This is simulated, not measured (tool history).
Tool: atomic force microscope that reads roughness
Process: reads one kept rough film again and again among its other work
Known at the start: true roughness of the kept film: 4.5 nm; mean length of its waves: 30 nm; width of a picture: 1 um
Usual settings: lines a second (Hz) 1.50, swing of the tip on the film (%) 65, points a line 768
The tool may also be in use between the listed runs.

run	hour	lines a second (Hz)	swing of the tip on the film (%)	points a line	roughness of the kept film (nm (root mean square))
1	0.0	1.50	65	768	3.655
2	8.9	1.50	65	768	3.646
3	19.4	1.50	65	768	3.654
4	31.8	1.50	65	768	3.633
5	41.1	1.50	65	768	3.646
6	58.5	1.50	65	768	3.634
7	67.4	1.39	75	768	3.569
# hour 74.3: new tip fitted
8	88.2	1.23	74	479	3.590
9	106.9	1.27	63	768	3.668
10	122.3	1.27	63	768	3.686
11	132.4	1.27	63	768	3.670

Forecast each of these 4 alternatives for the next run:
A	143.3	0.63	65	768	?
B	143.3	1.50	65	820	?
C	143.3	1.65	72	387	?
D	143.3	0.63	63	768	?

run	roughness of the kept film (nm (root mean square))
A	3.708
B	3.635
C	3.531
D	3.721
Without the tool's hidden state the same runs would have given:
run	roughness of the kept film (nm (root mean square))
A	3.713
B	3.640
C	3.536
D	3.726
